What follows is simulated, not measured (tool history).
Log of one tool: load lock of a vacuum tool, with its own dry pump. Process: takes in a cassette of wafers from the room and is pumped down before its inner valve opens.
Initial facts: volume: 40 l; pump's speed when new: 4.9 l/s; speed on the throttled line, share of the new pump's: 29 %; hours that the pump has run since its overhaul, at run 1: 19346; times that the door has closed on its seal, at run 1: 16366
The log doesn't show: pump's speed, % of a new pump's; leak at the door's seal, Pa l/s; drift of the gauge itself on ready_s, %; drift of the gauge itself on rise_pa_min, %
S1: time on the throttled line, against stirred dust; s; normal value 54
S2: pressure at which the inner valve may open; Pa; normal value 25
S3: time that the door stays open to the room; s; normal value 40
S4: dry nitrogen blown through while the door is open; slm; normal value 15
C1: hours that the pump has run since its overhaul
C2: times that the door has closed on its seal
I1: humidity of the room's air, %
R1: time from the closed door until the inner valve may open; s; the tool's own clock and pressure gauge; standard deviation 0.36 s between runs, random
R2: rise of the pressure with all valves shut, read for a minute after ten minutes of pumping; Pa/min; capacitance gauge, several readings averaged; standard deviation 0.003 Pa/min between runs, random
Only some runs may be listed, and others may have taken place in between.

run      day   S1  S2   S3  S4     C1     C2    I1     R1     R2
  1        0   54  25   40  15  19346  16366  42.8    114  0.045
  2   13.575   54  25   40  15  19672  16897  47.9  113.6  0.051
  3   24.129   54  25   40  15  19925  17309    44    113   0.05
  4   43.979   54  25   40  15  20401  18085    44  114.7   0.05
  5   64.404   54  25   40  15  20892  18884  41.4  113.9  0.041
  6   73.679   54  24   40  15  21114  19247  44.8  115.1  0.046
      77.583  -- dry pump taken out, an overhauled one fitted
  7   84.812   54  25   40  15    174  19672  47.2  107.2   0.05
  8  100.046   54  25   40  15    539  20267  46.1  107.2  0.052
  9  115.862   54  25   40  15    919  20886  46.9  107.8  0.055
 10  134.708   57  25   40  15   1371  21623  45.4  110.5  0.052
 11  145.404   54  25   40  15   1628  22041  42.3  107.2   0.06
 12   165.25   35  25   40  15   2104  22817  47.7   94.6  0.058
 13  183.862   31  25   40  15   2551  23544  44.5   92.3  0.056
 14  195.454   31  25   40  15   2829  23998    45     93  0.059
 15  207.546   31  25   40  15   3119  24470  45.3     92  0.061
 16  224.417   54  25   40  25   3524  25130  46.2  108.6  0.059
 17  238.192   54  25   40  25   3855  25668  46.3  108.5  0.053
 18   247.15   54  25   40  25   4070  26019  47.7  109.5  0.057
 19  260.329   54  35   40  15   4386  26534  46.7  106.1  0.064
 20  274.208   70  41   46  16   4719  27076  44.2  115.4  0.067
 21  290.404   49  41   46  16   5108  27710  46.4  101.2  0.069
 22    304.9   49  44   46  33   5456  28276  43.4  101.8  0.066
 23  316.058   49  35   67  11   5723  28713  41.9  103.4  0.078
 24  331.038   49  35   67  11   6083  29298  41.3  103.2  0.081
 25  339.429   81  25   99  15   6284  29626  47.2  129.3  0.087
 26  352.558   81  25   99  15   6599  30140  45.5  128.3  0.092
 27  366.758  107  29   91  15   6940  30695  46.3  145.3  0.091
 28  382.058   64  32   40  15   7307  31293  47.3  115.2  0.076
 29  399.104  102  36  129  24   7716  31959  46.6  140.5  0.088
 30  411.029   77  44   40  34   8003  32426  47.8    122   0.07
 31  429.308   77  44   40  34   8441  33140  44.6    121  0.069
 32  439.542   54  33   28  15   8687  33540  43.3  107.9   0.08
 33  453.608   54  33   28  15   9025  34090  45.7  108.2  0.079
 34  465.896   52  46   68  17   9320  34571    48  104.5   0.09
 35   480.15   54  26   79  42   9662  35128  48.9  111.1  0.077
 36  495.429   68  48  122  34  10028  35725  44.3  115.1  0.089
 37  505.892   54  25   44   6  10279  36134  46.3  111.8  0.093

Predict each of these 4 candidate next runs independently; none follows another, all start after run 37:
  A  523.654  54  25  131  13  10706  36829  43.1   ?   ?
  B  523.654  53  25   44   6  10706  36829  45.2   ?   ?
  C  523.654  69  20   44   7  10706  36829  44.3   ?   ?
  D  523.654  54  28   40  15  10706  36829  47.5   ?   ?

run     R1     R2
  A  112.6  0.109
  B  110.6  0.106
  C  124.1  0.101
  D  110.8  0.089
The same runs, with their run-to-run variation unchanged, on a tool lacking any hidden condition would have given:
run     R1     R2
  A  107.1  0.043
  B  105.2  0.039
  C  118.9  0.035
  D  105.5  0.023
